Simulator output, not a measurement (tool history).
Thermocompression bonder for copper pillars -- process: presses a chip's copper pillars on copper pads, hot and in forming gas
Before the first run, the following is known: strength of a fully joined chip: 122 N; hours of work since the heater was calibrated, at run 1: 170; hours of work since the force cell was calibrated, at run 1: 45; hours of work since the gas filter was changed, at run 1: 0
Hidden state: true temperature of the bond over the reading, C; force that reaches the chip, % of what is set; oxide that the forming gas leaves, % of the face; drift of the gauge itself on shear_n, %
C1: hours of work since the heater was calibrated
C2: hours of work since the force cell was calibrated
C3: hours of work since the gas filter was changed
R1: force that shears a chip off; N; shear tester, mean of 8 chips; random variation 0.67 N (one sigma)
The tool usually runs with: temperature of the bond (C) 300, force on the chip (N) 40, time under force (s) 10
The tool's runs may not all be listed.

{"run": 1, "hour": 0.0, "temperature of the bond (C)": 300, "force on the chip (N)": 40, "time under force (s)": 10, "C1": 170, "C2": 45, "C3": 0, "R1": 43.6}
{"run": 2, "hour": 54.2, "temperature of the bond (C)": 300, "force on the chip (N)": 40, "time under force (s)": 10, "C1": 201, "C2": 76, "C3": 31, "R1": 42.9}
{"run": 3, "hour": 88.0, "temperature of the bond (C)": 300, "force on the chip (N)": 40, "time under force (s)": 10, "C1": 220, "C2": 95, "C3": 50, "R1": 43.9}
{"run": 4, "hour": 118.2, "temperature of the bond (C)": 300, "force on the chip (N)": 40, "time under force (s)": 10, "C1": 237, "C2": 112, "C3": 67, "R1": 43.8}
{"run": 5, "hour": 161.3, "temperature of the bond (C)": 300, "force on the chip (N)": 40, "time under force (s)": 10, "C1": 262, "C2": 137, "C3": 92, "R1": 44.3}
{"hour": 181.5, "done": "forming gas filter changed"}
{"run": 6, "hour": 210.4, "temperature of the bond (C)": 300, "force on the chip (N)": 27, "time under force (s)": 10, "C1": 289, "C2": 164, "C3": 16, "R1": 29.6}
{"run": 7, "hour": 264.1, "temperature of the bond (C)": 300, "force on the chip (N)": 40, "time under force (s)": 10, "C1": 320, "C2": 195, "C3": 47, "R1": 44.5}
{"run": 8, "hour": 315.5, "temperature of the bond (C)": 300, "force on the chip (N)": 40, "time under force (s)": 10, "C1": 349, "C2": 224, "C3": 76, "R1": 43.8}
{"run": 9, "hour": 347.7, "temperature of the bond (C)": 300, "force on the chip (N)": 40, "time under force (s)": 10, "C1": 367, "C2": 243, "C3": 95, "R1": 42.7}
{"hour": 360.3, "done": "forming gas filter changed"}
{"run": 10, "hour": 408.8, "temperature of the bond (C)": 300, "force on the chip (N)": 40, "time under force (s)": 10, "C1": 402, "C2": 277, "C3": 28, "R1": 43.6}
{"run": 11, "hour": 456.1, "temperature of the bond (C)": 300, "force on the chip (N)": 40, "time under force (s)": 10, "C1": 429, "C2": 304, "C3": 55, "R1": 43}
{"run": 12, "hour": 490.2, "temperature of the bond (C)": 300, "force on the chip (N)": 40, "time under force (s)": 10, "C1": 448, "C2": 323, "C3": 74, "R1": 44.4}
{"run": 13, "hour": 519.5, "temperature of the bond (C)": 300, "force on the chip (N)": 40, "time under force (s)": 6, "C1": 465, "C2": 340, "C3": 91, "R1": 36.6}
{"hour": 541.1, "done": "forming gas filter changed"}
{"run": 14, "hour": 570.2, "temperature of the bond (C)": 300, "force on the chip (N)": 40, "time under force (s)": 6, "C1": 493, "C2": 369, "C3": 17, "R1": 36.1}
{"run": 15, "hour": 630.9, "temperature of the bond (C)": 300, "force on the chip (N)": 44, "time under force (s)": 10, "C1": 528, "C2": 403, "C3": 51, "R1": 48.4}
{"run": 16, "hour": 686.3, "temperature of the bond (C)": 319, "force on the chip (N)": 40, "time under force (s)": 10, "C1": 560, "C2": 435, "C3": 83, "R1": 56}
{"hour": 722.0, "done": "forming gas filter changed"}
{"run": 17, "hour": 750.5, "temperature of the bond (C)": 300, "force on the chip (N)": 28, "time under force (s)": 10, "C1": 596, "C2": 471, "C3": 16, "R1": 32.2}
{"run": 18, "hour": 811.4, "temperature of the bond (C)": 300, "force on the chip (N)": 40, "time under force (s)": 10, "C1": 630, "C2": 505, "C3": 51, "R1": 44.3}
{"run": 19, "hour": 870.8, "temperature of the bond (C)": 300, "force on the chip (N)": 40, "time under force (s)": 10, "C1": 664, "C2": 539, "C3": 85, "R1": 43.6}
{"hour": 903.5, "done": "forming gas filter changed"}
{"run": 20, "hour": 903.5, "temperature of the bond (C)": 300, "force on the chip (N)": 40, "time under force (s)": 10, "C1": 683, "C2": 558, "C3": 0, "R1": 43.4}
{"run": 21, "hour": 952.2, "temperature of the bond (C)": 300, "force on the chip (N)": 40, "time under force (s)": 10, "C1": 710, "C2": 585, "C3": 28, "R1": 44.3}
{"run": 22, "hour": 990.3, "temperature of the bond (C)": 300, "force on the chip (N)": 40, "time under force (s)": 10, "C1": 732, "C2": 607, "C3": 49, "R1": 43.3}
{"run": 23, "hour": 1021.7, "temperature of the bond (C)": 325, "force on the chip (N)": 24, "time under force (s)": 6, "C1": 750, "C2": 625, "C3": 67, "R1": 30.4}
{"run": 24, "hour": 1072.4, "temperature of the bond (C)": 325, "force on the chip (N)": 24, "time under force (s)": 6, "C1": 779, "C2": 654, "C3": 96, "R1": 31.7}
{"hour": 1084.9, "done": "forming gas filter changed"}
{"run": 25, "hour": 1122.6, "temperature of the bond (C)": 325, "force on the chip (N)": 24, "time under force (s)": 6, "C1": 807, "C2": 682, "C3": 21, "R1": 31.7}
{"run": 26, "hour": 1182.0, "temperature of the bond (C)": 325, "force on the chip (N)": 57, "time under force (s)": 6, "C1": 841, "C2": 716, "C3": 55, "R1": 68.5}
{"run": 27, "hour": 1243.4, "temperature of the bond (C)": 300, "force on the chip (N)": 40, "time under force (s)": 5, "C1": 876, "C2": 751, "C3": 90, "R1": 32.1}
{"hour": 1266.4, "done": "forming gas filter changed"}
{"run": 28, "hour": 1274.4, "temperature of the bond (C)": 300, "force on the chip (N)": 33, "time under force (s)": 10, "C1": 893, "C2": 768, "C3": 5, "R1": 36.7}
{"run": 29, "hour": 1327.7, "temperature of the bond (C)": 300, "force on the chip (N)": 33, "time under force (s)": 16, "C1": 923, "C2": 798, "C3": 35, "R1": 43.3}
{"run": 30, "hour": 1365.0, "temperature of the bond (C)": 300, "force on the chip (N)": 33, "time under force (s)": 16, "C1": 944, "C2": 820, "C3": 56, "R1": 44.1}
{"run": 31, "hour": 1405.0, "temperature of the bond (C)": 276, "force on the chip (N)": 40, "time under force (s)": 10, "C1": 967, "C2": 842, "C3": 79, "R1": 29}
{"hour": 1443.8, "done": "forming gas filter changed"}
{"run": 32, "hour": 1453.2, "temperature of the bond (C)": 276, "force on the chip (N)": 47, "time under force (s)": 5, "C1": 994, "C2": 869, "C3": 5, "R1": 26.9}
{"run": 33, "hour": 1486.8, "temperature of the bond (C)": 302, "force on the chip (N)": 44, "time under force (s)": 10, "C1": 1014, "C2": 889, "C3": 24, "R1": 49.7}
{"run": 34, "hour": 1532.5, "temperature of the bond (C)": 302, "force on the chip (N)": 30, "time under force (s)": 23, "C1": 1040, "C2": 915, "C3": 50, "R1": 47.9}
{"run": 35, "hour": 1570.8, "temperature of the bond (C)": 300, "force on the chip (N)": 40, "time under force (s)": 20, "C1": 1061, "C2": 936, "C3": 72, "R1": 55.9}
{"run": 36, "hour": 1609.5, "temperature of the bond (C)": 311, "force on the chip (N)": 44, "time under force (s)": 23, "C1": 1083, "C2": 958, "C3": 94, "R1": 73.1}
{"hour": 1624.9, "done": "forming gas filter changed"}
{"run": 37, "hour": 1646.2, "temperature of the bond (C)": 282, "force on the chip (N)": 30, "time under force (s)": 10, "C1": 1104, "C2": 979, "C3": 12, "R1": 25}
{"run": 38, "hour": 1706.2, "temperature of the bond (C)": 300, "force on the chip (N)": 45, "time under force (s)": 7, "C1": 1138, "C2": 1013, "C3": 46, "R1": 41.7}
{"run": 39, "hour": 1769.3, "temperature of the bond (C)": 315, "force on the chip (N)": 45, "time under force (s)": 8, "C1": 1174, "C2": 1049, "C3": 82, "R1": 56.3}

4 options for the next run, each taken on its own from the tool as it stands now. Forecast them:
{"hour": 1803.1, "done": "forming gas filter changed"}
{"run": "A", "hour": 1807.8, "temperature of the bond (C)": 315, "force on the chip (N)": 24, "time under force (s)": 8, "C1": 1196, "C2": 1071, "C3": 3, "R1": "?"}
{"hour": 1803.1, "done": "forming gas filter changed"}
{"run": "B", "hour": 1807.8, "temperature of the bond (C)": 279, "force on the chip (N)": 25, "time under force (s)": 20, "C1": 1196, "C2": 1071, "C3": 3, "R1": "?"}
{"hour": 1803.1, "done": "forming gas filter changed"}
{"run": "C", "hour": 1807.8, "temperature of the bond (C)": 278, "force on the chip (N)": 30, "time under force (s)": 6, "C1": 1196, "C2": 1071, "C3": 3, "R1": "?"}
{"hour": 1803.1, "done": "forming gas filter changed"}
{"run": "D", "hour": 1807.8, "temperature of the bond (C)": 300, "force on the chip (N)": 26, "time under force (s)": 23, "C1": 1196, "C2": 1071, "C3": 3, "R1": "?"}

run=A R1=32.4
run=B R1=26.6
run=C R1=18.7
run=D R1=41.3
What these runs would have given with no unlogged condition in the tool:
run=A R1=32.6
run=B R1=26.8
run=C R1=18.9
run=D R1=41.6

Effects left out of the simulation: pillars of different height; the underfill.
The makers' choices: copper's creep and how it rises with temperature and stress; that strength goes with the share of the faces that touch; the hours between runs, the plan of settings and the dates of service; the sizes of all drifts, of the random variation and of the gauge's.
